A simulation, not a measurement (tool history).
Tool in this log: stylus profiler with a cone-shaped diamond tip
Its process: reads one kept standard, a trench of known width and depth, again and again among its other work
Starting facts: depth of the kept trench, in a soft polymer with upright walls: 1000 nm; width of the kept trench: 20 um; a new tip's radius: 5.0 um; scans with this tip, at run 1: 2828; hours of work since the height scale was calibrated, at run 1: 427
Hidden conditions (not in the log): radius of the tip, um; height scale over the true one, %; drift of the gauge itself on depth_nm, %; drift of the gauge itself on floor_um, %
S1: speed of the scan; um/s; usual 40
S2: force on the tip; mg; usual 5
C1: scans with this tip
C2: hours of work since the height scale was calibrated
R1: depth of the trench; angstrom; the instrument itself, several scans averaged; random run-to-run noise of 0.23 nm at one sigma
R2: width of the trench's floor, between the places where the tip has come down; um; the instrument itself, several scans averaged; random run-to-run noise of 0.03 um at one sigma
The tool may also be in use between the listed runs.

| run | hour | S1 | S2 | C1 | C2 | R1 | R2 |
|---|---|---|---|---|---|---|---|
| 1 | 0 | 40 | 5 | 2828 | 427 | 10133.9 | 13.68 |
| 2 | 10.2 | 40 | 3.07 | 2874 | 434 | 10096 | 13.75 |
| 3 | 30.1 | 40 | 3.07 | 2961 | 447 | 10095.9 | 13.63 |
| 4 | 53 | 40 | 3.07 | 3062 | 463 | 10092.9 | 13.67 |
| 5 | 69.7 | 40 | 3.07 | 3135 | 474 | 10090.5 | 13.64 |
| 6 | 91.6 | 40 | 3.07 | 3232 | 488 | 10097.3 | 13.63 |
| 7 | 112.3 | 40 | 3.07 | 3323 | 502 | 10093.1 | 13.64 |
| 8 | 133.1 | 40 | 12.41 | 3414 | 516 | 10268.2 | 13.68 |
| 9 | 154.5 | 40 | 12.41 | 3508 | 530 | 10262.5 | 13.67 |
| 10 | 169.4 | 40 | 12.41 | 3574 | 540 | 10263.7 | 13.65 |
|  | 171.5 | height scale calibrated on a step standard |
| 11 | 192.8 | 40 | 5 | 3675 | 14 | 10134.4 | 13.64 |
| 12 | 215.2 | 40 | 5 | 3773 | 29 | 10131.6 | 13.61 |
| 13 | 229.1 | 40 | 5 | 3834 | 38 | 10129.7 | 13.62 |
| 14 | 241.2 | 40 | 5 | 3887 | 46 | 10129.2 | 13.63 |
| 15 | 256.6 | 40 | 5 | 3955 | 57 | 10128.7 | 13.68 |
|  | 269.6 | height scale calibrated on a step standard, once more |
| 16 | 280.4 | 53 | 5 | 4058 | 7 | 10155.4 | 13.61 |
| 17 | 291.5 | 40 | 8.67 | 4107 | 15 | 10220.2 | 13.63 |
| 18 | 308.9 | 40 | 8.67 | 4183 | 26 | 10218.1 | 13.58 |
| 19 | 321.5 | 119 | 1.9 | 4238 | 34 | 10077.1 | 13.34 |
| 20 | 343.3 | 119 | 1.9 | 4334 | 49 | 10077.9 | 13.36 |
| 21 | 353.6 | 36 | 4.34 | 4380 | 56 | 10138.6 | 13.56 |
| 22 | 373.1 | 25 | 4.56 | 4466 | 69 | 10139.1 | 13.63 |
| 23 | 384.3 | 25 | 4.56 | 4515 | 76 | 10138.1 | 13.6 |
| 24 | 406.1 | 11 | 2.5 | 4611 | 91 | 10089.6 | 13.62 |
| 25 | 416.1 | 11 | 2.5 | 4655 | 97 | 10092.5 | 13.6 |
| 26 | 435.7 | 33 | 10.53 | 4741 | 110 | 10247.1 | 13.56 |
| 27 | 456.5 | 11 | 6.57 | 4832 | 124 | 10180.3 | 13.54 |
| 28 | 471.2 | 149 | 10.54 | 4897 | 134 | 10246 | 13.41 |
| 29 | 488.2 | 86 | 5.52 | 4972 | 145 | 10154.6 | 13.46 |
| 30 | 511.4 | 86 | 5.52 | 5074 | 161 | 10155.9 | 13.45 |
| 31 | 526.9 | 116 | 7.82 | 5142 | 171 | 10195.9 | 13.41 |
| 32 | 550.2 | 116 | 7.82 | 5245 | 187 | 10201.3 | 13.45 |
| 33 | 562.2 | 17 | 5 | 5297 | 195 | 10143.6 | 13.45 |
| 34 | 585.8 | 153 | 13.72 | 5401 | 210 | 10291.9 | 13.43 |
| 35 | 604.2 | 153 | 13.72 | 5482 | 223 | 10290.8 | 13.43 |

5 options for the next run, each taken on its own from the tool as it stands now. Forecast them:
| A | 616.4 | 10 | 4.48 | 5536 | 231 | ? | ? |
| B | 616.4 | 35 | 4.34 | 5536 | 231 | ? | ? |
| C | 616.4 | 22 | 3.35 | 5536 | 231 | ? | ? |
| D | 616.4 | 15 | 5.72 | 5536 | 231 | ? | ? |
| E | 616.4 | 18 | 8.28 | 5536 | 231 | ? | ? |

| run | R1 | R2 |
|---|---|---|
| A | 10133.1 | 13.53 |
| B | 10136.5 | 13.46 |
| C | 10108 | 13.51 |
| D | 10157.3 | 13.58 |
| E | 10210.3 | 13.61 |
Stripped of hidden state, with their random variation kept, the same runs would have yielded:
| run | R1 | R2 |
|---|---|---|
| A | 10140 | 13.98 |
| B | 10143.4 | 13.9 |
| C | 10114.8 | 13.96 |
| D | 10164.2 | 14.03 |
| E | 10217.2 | 14.05 |

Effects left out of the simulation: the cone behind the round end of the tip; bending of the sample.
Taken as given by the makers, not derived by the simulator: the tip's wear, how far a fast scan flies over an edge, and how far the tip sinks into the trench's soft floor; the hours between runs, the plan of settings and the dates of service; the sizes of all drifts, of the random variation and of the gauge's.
